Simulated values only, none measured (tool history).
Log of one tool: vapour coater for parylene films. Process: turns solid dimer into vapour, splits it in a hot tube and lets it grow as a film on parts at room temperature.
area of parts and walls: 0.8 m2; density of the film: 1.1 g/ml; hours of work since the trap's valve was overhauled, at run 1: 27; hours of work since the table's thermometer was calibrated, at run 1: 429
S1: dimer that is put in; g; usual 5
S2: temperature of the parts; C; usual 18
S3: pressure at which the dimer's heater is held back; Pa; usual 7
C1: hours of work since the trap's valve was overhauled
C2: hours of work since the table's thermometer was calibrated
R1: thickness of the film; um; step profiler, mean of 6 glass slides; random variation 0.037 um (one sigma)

run,hour,S1,S2,S3,C1,C2,R1
1,0,5,18,7,27,429,4.06
2,10.7,8,18,7,33,435,6.53
3,19.2,5,18,7,38,440,4.04
4,33,5,18,7,46,448,4.08
5,47.8,5,16,7,54,456,4.35
6,66.5,5,16,7,65,467,4.44
7,82.7,5,18,7,74,476,4.07
8,97.4,5,18,7.18,83,485,3.98
9,110.4,5,18,7.18,90,492,3.99
10,128,5,18,7.18,100,502,3.96
11,137.3,5,18,7.18,106,508,3.96
12,146.7,5,18,7.18,111,513,3.95
13,165.7,6,18,7.18,122,524,4.7
14,180,6,18,7.18,130,532,4.74
15,188.3,6,18,7.18,135,537,4.71
# hour 190.7: table's thermometer calibrated
16,197.7,6,18,7.18,140,4,4.77
17,211,4,22,11.07,148,12,2.52
18,229.2,7,23,7,158,22,4.43
19,243.2,7,23,7,166,30,4.33
20,259.5,7,25,9.49,175,40,3.9
# hour 269.9: table's thermometer calibrated, once more
21,275.8,7,25,9.49,184,3,3.9
22,291,3,15,5.16,193,12,2.77
23,307.1,7,13,2.1,202,21,7.33
24,322.8,7,13,2.1,211,30,7.25
25,335.8,7,13,2.1,219,38,7.2
26,351.9,7,13,2.1,228,47,7.21
27,360.6,5,16,3.61,233,52,4.5
28,377.5,4,18,6.39,243,62,3.15
29,390.5,6,25,4.15,250,69,3.56
30,404.9,6,25,4.15,259,78,3.49

Forecast each of these 5 alternatives for the next run:
A,421.5,3,13,7,268,87,?
B,421.5,5,23,2.17,268,87,?
C,421.5,2,11,2.92,268,87,?
D,421.5,6,24,4.15,268,87,?
E,421.5,3,18,7,268,87,?

run,R1
A,2.88
B,3.43
C,2.07
D,3.66
E,2.34
Without the tool's hidden state the same runs would have given:
run,R1
A,3.13
B,3.72
C,2.24
D,3.97
E,2.54
